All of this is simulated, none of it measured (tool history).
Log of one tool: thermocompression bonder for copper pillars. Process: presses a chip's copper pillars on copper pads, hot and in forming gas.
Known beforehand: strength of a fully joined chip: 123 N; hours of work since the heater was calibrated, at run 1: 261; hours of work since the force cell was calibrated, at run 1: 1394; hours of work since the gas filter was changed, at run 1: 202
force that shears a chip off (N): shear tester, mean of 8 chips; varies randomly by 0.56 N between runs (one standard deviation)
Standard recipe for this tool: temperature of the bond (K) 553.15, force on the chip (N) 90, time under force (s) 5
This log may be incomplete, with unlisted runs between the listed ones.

run    hour  temperature of the bond (K)  force on the chip (N)  time under force (s)  hours of work since the heater was calibrated  hours of work since the force cell was calibrated  hours of work since the gas filter was changed  force that shears a chip off (N)
  1     0.0                       553.15                     90                     5                                            261                                               1394                                             202                              59.7
  2    52.1                       553.15                     90                    12                                            298                                               1431                                             239                              77.9
  3    82.0                       566.15                     90                     5                                            319                                               1452                                             260                              69.9
  4   107.9                       553.15                     90                     5                                            338                                               1471                                             279                              60.0
  5   147.7                       553.15                     90                    13                                            366                                               1499                                             307                              79.5
  6   192.7                       553.15                     90                     5                                            398                                               1531                                             339                              59.1
  7   241.3                       553.15                     90                     5                                            432                                               1565                                             373                              58.1
  8   279.7                       553.15                     90                     5                                            459                                               1592                                             400                              57.9
      288.1  -- forming gas filter changed
  9   320.9                       553.15                     90                     5                                            488                                               1621                                              23                              58.8
 10   352.7                       553.15                     90                     5                                            511                                               1644                                              46                              58.4
 11   386.2                       553.15                     90                     5                                            534                                               1667                                              69                              58.0
 12   420.3                       553.15                     90                     5                                            558                                               1691                                              93                              58.2
 13   466.5                       553.15                     90                     5                                            591                                               1724                                             126                              58.0
 14   498.2                       553.15                     90                     5                                            614                                               1747                                             149                              57.8
      514.9  -- heater calibrated with a thermocouple chip
 15   544.9                       553.15                     90                     5                                             21                                               1778                                             180                              61.9
 16   589.8                       553.15                     90                     5                                             53                                               1810                                             212                              61.7
 17   641.2                       553.15                     90                     5                                             89                                               1846                                             248                              60.8
 18   687.4                       553.15                     90                     6                                            122                                               1879                                             281                              64.7
 19   738.2                       553.15                     90                     6                                            158                                               1915                                             317                              64.5
 20   784.9                       553.15                     90                     5                                            191                                               1948                                             350                              60.1
 21   831.4                       553.15                    117                     5                                            224                                               1981                                             383                              69.5
 22   853.0                       553.15                    117                     9                                            239                                               1996                                             398                              82.8
      863.0  -- forming gas filter changed
 23   894.6                       553.15                    117                     9                                            268                                               2025                                              22                              84.9
 24   934.2                       553.15                    117                     9                                            296                                               2053                                              50                              84.5
 25   970.2                       553.15                    117                     9                                            322                                               2079                                              76                              84.3
      976.7  -- force cell calibrated
 26   998.4                       553.15                    117                     9                                            341                                                 15                                              95                              85.2
 27  1038.9                       553.15                    117                     9                                            369                                                 44                                             123                              83.9
 28  1061.8                       528.15                    109                     5                                            385                                                 60                                             140                              45.3
 29  1106.0                       563.15                     79                     3                                            417                                                 91                                             171                              54.9
 30  1158.8                       576.15                     79                     3                                            454                                                129                                             208                              64.4
 31  1180.5                       576.15                     81                     3                                            469                                                144                                             223                              66.1
 32  1220.4                       576.15                     92                     3                                            498                                                172                                             252                              69.5
 33  1256.4                       576.15                     92                     3                                            523                                                198                                             277                              70.0
 34  1289.1                       542.15                     93                     4                                            546                                                221                                             300                              47.4
 35  1332.7                       542.15                     93                     4                                            577                                                252                                             331                              47.4
 36  1369.4                       553.15                     90                     7                                            603                                                278                                             357                              66.9
     1399.8  -- heater calibrated with a thermocouple chip
 37  1415.4                       553.15                     75                     5                                             11                                                309                                             388                              55.3
     1440.6  -- forming gas filter changed
 38  1465.1                       553.15                     75                     5                                             46                                                344                                              17                              56.1
 39  1503.8                       553.15                     90                     8                                             73                                                371                                              45                              72.3

How the hidden state differs across the entries between the runs, from the last listed run before each to the first after it:
After run 8, before run 9: forming gas filter changed (hour 288.1)
  true temperature of the bond over the reading, C: -3.2 -> -3.4; oxide that the forming gas leaves, % of the face: 2.81 -> 0.63
  measured result minus the result with no hidden state, force that shears a chip off (N): -6.2 -> -5.2
After run 14, before run 15: heater calibrated with a thermocouple chip (hour 514.9)
  true temperature of the bond over the reading, C: -4.3 -> 0.4; force that reaches the chip, % of what is set: 94.7 -> 94.6; oxide that the forming gas leaves, % of the face: 1.29 -> 1.46
  measured result minus the result with no hidden state, force that shears a chip off (N): -6.5 -> -2.5
After run 22, before run 23: forming gas filter changed (hour 863.0)
  true temperature of the bond over the reading, C: -1.2 -> -1.4; force that reaches the chip, % of what is set: 94 -> 93.9; oxide that the forming gas leaves, % of the face: 2.61 -> 0.67
  measured result minus the result with no hidden state, force that shears a chip off (N): -5.5 -> -4.1
After run 25, before run 26: force cell calibrated (hour 976.7)
  true temperature of the bond over the reading, C: -1.7 -> -1.9; force that reaches the chip, % of what is set: 93.7 -> 99.6; oxide that the forming gas leaves, % of the face: 0.94 -> 1.03
  measured result minus the result with no hidden state, force that shears a chip off (N): -4.8 -> -2.3
After run 36, before run 37: heater calibrated with a thermocouple chip (hour 1399.8)
  true temperature of the bond over the reading, C: -3.8 -> -0.5; force that reaches the chip, % of what is set: 98.8 -> 98.7; oxide that the forming gas leaves, % of the face: 2.37 -> 2.53
  measured result minus the result with no hidden state, force that shears a chip off (N): -5.4 -> -2.1
After run 37, before run 38: forming gas filter changed (hour 1440.6)
  true temperature of the bond over the reading, C: -0.5 -> -0.8; force that reaches the chip, % of what is set: 98.7 -> 98.6; oxide that the forming gas leaves, % of the face: 2.53 -> 0.77
  measured result minus the result with no hidden state, force that shears a chip off (N): -2.1 -> -1.3
